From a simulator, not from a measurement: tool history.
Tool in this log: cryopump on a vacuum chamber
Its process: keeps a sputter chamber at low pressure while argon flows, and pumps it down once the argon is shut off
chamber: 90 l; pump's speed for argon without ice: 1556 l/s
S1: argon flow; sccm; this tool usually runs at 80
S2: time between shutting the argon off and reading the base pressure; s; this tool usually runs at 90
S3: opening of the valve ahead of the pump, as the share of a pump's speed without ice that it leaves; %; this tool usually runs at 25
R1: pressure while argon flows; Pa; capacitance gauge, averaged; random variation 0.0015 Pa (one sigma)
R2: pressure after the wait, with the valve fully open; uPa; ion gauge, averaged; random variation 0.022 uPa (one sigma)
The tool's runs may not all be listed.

| run | hour | S1 | S2 | S3 | R1 | R2 |
|---|---|---|---|---|---|---|
| 1 | 0.0 | 80 | 90 | 25 | 0.3574 | 1.65 |
| 2 | 75.6 | 80 | 90 | 25 | 0.3564 | 1.66 |
| 3 | 146.5 | 80 | 90 | 25 | 0.3600 | 1.68 |
| 4 | 206.9 | 80 | 90 | 25 | 0.3591 | 1.70 |
| 5 | 283.9 | 80 | 90 | 25 | 0.3623 | 1.73 |
| 6 | 326.9 | 80 | 46 | 25 | 0.3628 | 2.16 |
| 7 | 385.8 | 80 | 46 | 25 | 0.3655 | 2.17 |
| 8 | 431.6 | 80 | 46 | 25 | 0.3666 | 2.27 |
| 9 | 533.1 | 80 | 29 | 25 | 0.3684 | 2.71 |
| 10 | 622.6 | 80 | 121 | 25 | 0.3675 | 1.79 |
| 11 | 705.0 | 80 | 121 | 25 | 0.3688 | 1.85 |
| 12 | 778.1 | 80 | 121 | 25 | 0.3718 | 1.82 |
| 13 | 849.5 | 80 | 90 | 25 | 0.3714 | 2.01 |
| 14 | 927.4 | 80 | 90 | 25 | 0.3730 | 2.01 |
| 15 | 1029.6 | 80 | 90 | 25 | 0.3761 | 1.98 |
| 16 | 1127.9 | 80 | 90 | 25 | 0.3776 | 2.04 |
| 17 | 1208.6 | 80 | 90 | 25 | 0.3784 | 2.18 |

Run 18, settings as shown, results not yet in. Your forecast:
| 18 | 1255.2 | 80 | 90 | 25 | ? | ? |

{"run 18": {"R1": 0.3819, "R2": 2.12}}
With no hidden state in the tool, this same run would have given R1 0.3490 Pa, R2 0.61 uPa.

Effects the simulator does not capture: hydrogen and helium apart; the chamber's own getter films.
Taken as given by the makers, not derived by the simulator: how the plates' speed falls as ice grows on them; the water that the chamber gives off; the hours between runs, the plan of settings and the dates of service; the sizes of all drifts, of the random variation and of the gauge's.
